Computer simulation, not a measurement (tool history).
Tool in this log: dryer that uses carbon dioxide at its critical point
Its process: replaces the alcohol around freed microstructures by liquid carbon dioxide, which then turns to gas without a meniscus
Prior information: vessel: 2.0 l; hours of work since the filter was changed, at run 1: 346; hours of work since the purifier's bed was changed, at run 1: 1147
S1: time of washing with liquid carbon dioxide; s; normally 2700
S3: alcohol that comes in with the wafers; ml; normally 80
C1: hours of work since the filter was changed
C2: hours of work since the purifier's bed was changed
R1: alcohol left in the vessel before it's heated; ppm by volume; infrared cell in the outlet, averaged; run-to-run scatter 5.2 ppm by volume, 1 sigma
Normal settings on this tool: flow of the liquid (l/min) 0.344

{"run": 1, "hour": 0.0, "S1": 2700, "flow of the liquid (l/min)": 0.344, "S3": 80, "C1": 346, "C2": 1147, "R1": 301}
{"run": 2, "hour": 44.5, "S1": 2700, "flow of the liquid (l/min)": 0.344, "S3": 80, "C1": 380, "C2": 1182, "R1": 302}
{"hour": 90.1, "done": "inlet filter changed"}
{"run": 3, "hour": 98.6, "S1": 2700, "flow of the liquid (l/min)": 0.344, "S3": 80, "C1": 7, "C2": 1223, "R1": 247}
{"run": 4, "hour": 143.7, "S1": 2700, "flow of the liquid (l/min)": 0.344, "S3": 80, "C1": 42, "C2": 1258, "R1": 254}
{"run": 5, "hour": 185.6, "S1": 3120, "flow of the liquid (l/min)": 0.344, "S3": 80, "C1": 74, "C2": 1291, "R1": 216}
{"run": 6, "hour": 242.7, "S1": 2520, "flow of the liquid (l/min)": 0.344, "S3": 80, "C1": 119, "C2": 1335, "R1": 329}
{"run": 7, "hour": 291.0, "S1": 2520, "flow of the liquid (l/min)": 0.344, "S3": 80, "C1": 156, "C2": 1372, "R1": 339}
{"run": 8, "hour": 328.3, "S1": 2700, "flow of the liquid (l/min)": 0.344, "S3": 80, "C1": 185, "C2": 1401, "R1": 307}
{"run": 9, "hour": 376.5, "S1": 2700, "flow of the liquid (l/min)": 0.344, "S3": 80, "C1": 223, "C2": 1439, "R1": 319}
{"hour": 390.6, "done": "purifier's bed changed"}
{"run": 10, "hour": 415.4, "S1": 2700, "flow of the liquid (l/min)": 0.344, "S3": 80, "C1": 250, "C2": 19, "R1": 124}
{"run": 11, "hour": 453.6, "S1": 2700, "flow of the liquid (l/min)": 0.344, "S3": 80, "C1": 280, "C2": 49, "R1": 151}
{"run": 12, "hour": 505.7, "S1": 2700, "flow of the liquid (l/min)": 0.344, "S3": 80, "C1": 321, "C2": 89, "R1": 150}
{"run": 13, "hour": 537.6, "S1": 2700, "flow of the liquid (l/min)": 0.344, "S3": 80, "C1": 345, "C2": 114, "R1": 171}
{"run": 14, "hour": 597.1, "S1": 2700, "flow of the liquid (l/min)": 0.344, "S3": 80, "C1": 392, "C2": 160, "R1": 185}
{"hour": 628.7, "done": "inlet filter changed"}
{"run": 15, "hour": 628.7, "S1": 2700, "flow of the liquid (l/min)": 0.344, "S3": 80, "C1": 0, "C2": 184, "R1": 115}
{"run": 16, "hour": 672.4, "S1": 2700, "flow of the liquid (l/min)": 0.344, "S3": 80, "C1": 34, "C2": 218, "R1": 137}
{"run": 17, "hour": 733.1, "S1": 2700, "flow of the liquid (l/min)": 0.344, "S3": 80, "C1": 81, "C2": 265, "R1": 147}
{"run": 18, "hour": 759.1, "S1": 2700, "flow of the liquid (l/min)": 0.344, "S3": 80, "C1": 101, "C2": 285, "R1": 149}
{"run": 19, "hour": 817.9, "S1": 2700, "flow of the liquid (l/min)": 0.249, "S3": 80, "C1": 147, "C2": 331, "R1": 651}
{"run": 20, "hour": 867.8, "S1": 2700, "flow of the liquid (l/min)": 0.344, "S3": 80, "C1": 186, "C2": 370, "R1": 175}
{"run": 21, "hour": 921.0, "S1": 2700, "flow of the liquid (l/min)": 0.344, "S3": 80, "C1": 227, "C2": 411, "R1": 180}
{"run": 22, "hour": 979.6, "S1": 2700, "flow of the liquid (l/min)": 0.344, "S3": 80, "C1": 273, "C2": 457, "R1": 191}
{"run": 23, "hour": 1021.2, "S1": 2700, "flow of the liquid (l/min)": 0.344, "S3": 80, "C1": 305, "C2": 489, "R1": 217}
{"run": 24, "hour": 1063.4, "S1": 2700, "flow of the liquid (l/min)": 0.344, "S3": 80, "C1": 338, "C2": 522, "R1": 218}
{"run": 25, "hour": 1122.4, "S1": 3720, "flow of the liquid (l/min)": 0.344, "S3": 83, "C1": 384, "C2": 568, "R1": 87}
{"hour": 1164.2, "done": "inlet filter changed"}
{"run": 26, "hour": 1179.2, "S1": 1680, "flow of the liquid (l/min)": 0.294, "S3": 34, "C1": 12, "C2": 611, "R1": 750}
{"run": 27, "hour": 1213.5, "S1": 3180, "flow of the liquid (l/min)": 0.344, "S3": 27, "C1": 38, "C2": 638, "R1": 101}
{"run": 28, "hour": 1249.1, "S1": 3180, "flow of the liquid (l/min)": 0.344, "S3": 27, "C1": 66, "C2": 665, "R1": 100}
{"run": 29, "hour": 1303.9, "S1": 3660, "flow of the liquid (l/min)": 0.284, "S3": 27, "C1": 109, "C2": 708, "R1": 119}
{"run": 30, "hour": 1360.4, "S1": 3840, "flow of the liquid (l/min)": 0.399, "S3": 91, "C1": 152, "C2": 752, "R1": 104}
{"run": 31, "hour": 1413.0, "S1": 2160, "flow of the liquid (l/min)": 0.476, "S3": 34, "C1": 193, "C2": 793, "R1": 137}
{"run": 32, "hour": 1461.9, "S1": 3360, "flow of the liquid (l/min)": 0.344, "S3": 54, "C1": 231, "C2": 831, "R1": 136}
{"run": 33, "hour": 1491.6, "S1": 2220, "flow of the liquid (l/min)": 0.344, "S3": 54, "C1": 254, "C2": 854, "R1": 350}
{"run": 34, "hour": 1548.3, "S1": 2460, "flow of the liquid (l/min)": 0.344, "S3": 80, "C1": 298, "C2": 898, "R1": 343}
{"run": 35, "hour": 1609.0, "S1": 2460, "flow of the liquid (l/min)": 0.344, "S3": 80, "C1": 346, "C2": 945, "R1": 378}
{"run": 36, "hour": 1638.1, "S1": 2400, "flow of the liquid (l/min)": 0.368, "S3": 80, "C1": 368, "C2": 968, "R1": 327}
{"run": 37, "hour": 1667.5, "S1": 2220, "flow of the liquid (l/min)": 0.405, "S3": 91, "C1": 391, "C2": 990, "R1": 336}
{"hour": 1699.4, "done": "inlet filter changed"}
{"run": 38, "hour": 1717.8, "S1": 2220, "flow of the liquid (l/min)": 0.405, "S3": 91, "C1": 14, "C2": 1029, "R1": 268}
{"run": 39, "hour": 1764.4, "S1": 2220, "flow of the liquid (l/min)": 0.405, "S3": 91, "C1": 50, "C2": 1065, "R1": 277}
{"run": 40, "hour": 1809.1, "S1": 2220, "flow of the liquid (l/min)": 0.405, "S3": 91, "C1": 85, "C2": 1100, "R1": 282}
{"run": 41, "hour": 1834.4, "S1": 2700, "flow of the liquid (l/min)": 0.439, "S3": 91, "C1": 105, "C2": 1119, "R1": 185}
{"run": 42, "hour": 1884.3, "S1": 2700, "flow of the liquid (l/min)": 0.439, "S3": 91, "C1": 144, "C2": 1158, "R1": 177}
{"run": 43, "hour": 1929.8, "S1": 2700, "flow of the liquid (l/min)": 0.439, "S3": 91, "C1": 179, "C2": 1193, "R1": 187}
{"run": 44, "hour": 1976.7, "S1": 2700, "flow of the liquid (l/min)": 0.313, "S3": 20, "C1": 215, "C2": 1230, "R1": 214}
{"run": 45, "hour": 2011.6, "S1": 2700, "flow of the liquid (l/min)": 0.313, "S3": 20, "C1": 243, "C2": 1257, "R1": 228}
{"run": 46, "hour": 2063.1, "S1": 3480, "flow of the liquid (l/min)": 0.348, "S3": 80, "C1": 283, "C2": 1297, "R1": 201}

Table of differences, measured result less the result of that run with no hidden state. Run-to-run variation is the same in both. Gauge scatter possibly is not:
The hidden state here: flow that reaches the vessel past the clogged filter, %; alcohol in the recycled carbon dioxide, ppm; drift of the gauge itself on alcohol_ppm, %.
run=1 R1=+209
run=2 R1=+220
run=3 R1=+162
run=4 R1=+169
run=5 R1=+181
run=6 R1=+201
run=7 R1=+211
run=8 R1=+216
run=9 R1=+220
run=10 R1=+45
run=11 R1=+54
run=12 R1=+68
run=13 R1=+77
run=14 R1=+93
run=15 R1=+27
run=16 R1=+39
run=17 R1=+51
run=18 R1=+56
run=19 R1=+143
run=20 R1=+80
run=21 R1=+92
run=22 R1=+107
run=23 R1=+121
run=24 R1=+132
run=25 R1=+86
run=26 R1=+90
run=27 R1=+86
run=28 R1=+92
run=29 R1=+97
run=30 R1=+100
run=31 R1=+115
run=32 R1=+118
run=33 R1=+178
run=34 R1=+193
run=35 R1=+223
run=36 R1=+212
run=37 R1=+220
run=38 R1=+146
run=39 R1=+154
run=40 R1=+168
run=41 R1=+154
run=42 R1=+159
run=43 R1=+167
run=44 R1=+176
run=45 R1=+181
run=46 R1=+178

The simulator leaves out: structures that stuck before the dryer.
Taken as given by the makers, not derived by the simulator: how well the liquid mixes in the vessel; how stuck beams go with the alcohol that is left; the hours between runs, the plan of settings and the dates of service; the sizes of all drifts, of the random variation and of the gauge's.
